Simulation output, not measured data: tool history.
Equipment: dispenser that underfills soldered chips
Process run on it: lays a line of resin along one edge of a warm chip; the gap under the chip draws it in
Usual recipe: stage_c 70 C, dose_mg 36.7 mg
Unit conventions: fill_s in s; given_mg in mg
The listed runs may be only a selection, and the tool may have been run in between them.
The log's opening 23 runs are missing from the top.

run     day  stage_c  dose_mg  fill_s  given_mg
     12.308  -- new syringe of resin
 24  12.579       64     34.2    95.6     33.14
     12.717  -- new syringe of resin
     12.792  -- dispensing valve cleaned and set on the balance
 25  13.096       71     38.3      69     38.32
     13.158  -- new syringe of resin
 26  13.504       66     47.6    86.1     47.57
     13.562  -- new syringe of resin
     14.004  -- new syringe of resin
 27  14.017       80     47.6    29.9     47.39
     14.421  -- new syringe of resin
 28   14.65       60     42.2   110.8     41.81
     14.833  -- new syringe of resin
 29  15.217       66     46.9    93.9     46.43
     15.275  -- new syringe of resin
 30  15.592       75     34.1    54.3     33.65
     15.712  -- new syringe of resin
     16.133  -- new syringe of resin
 31  16.171       66     34.2    65.6     33.66
     16.567  -- new syringe of resin
 32  16.729       66     34.2    76.3     33.62

5 options for the next run, each taken on its own from the tool as it stands now. Forecast them:
     16.992  -- new syringe of resin
  A  17.108       58     39.8       ?         ?
     16.992  -- new syringe of resin
  B  17.108       63     32.5       ?         ?
     16.992  -- new syringe of resin
  C  17.108       69     32.5       ?         ?
     16.992  -- new syringe of resin
  D  17.108       56     35.4       ?         ?
     16.992  -- new syringe of resin
  E  17.108       57     41.1       ?         ?

run  fill_s  given_mg
  A   110.8     38.94
  B    87.4     31.78
  C    62.7     31.85
  D   126.5      34.7
  E   118.1     40.23
With no hidden state in the tool, these same runs would have given:
run  fill_s  given_mg
  A    92.4     39.79
  B    72.7     32.47
  C    52.3     32.54
  D   105.4     35.45
  E    98.4     41.11
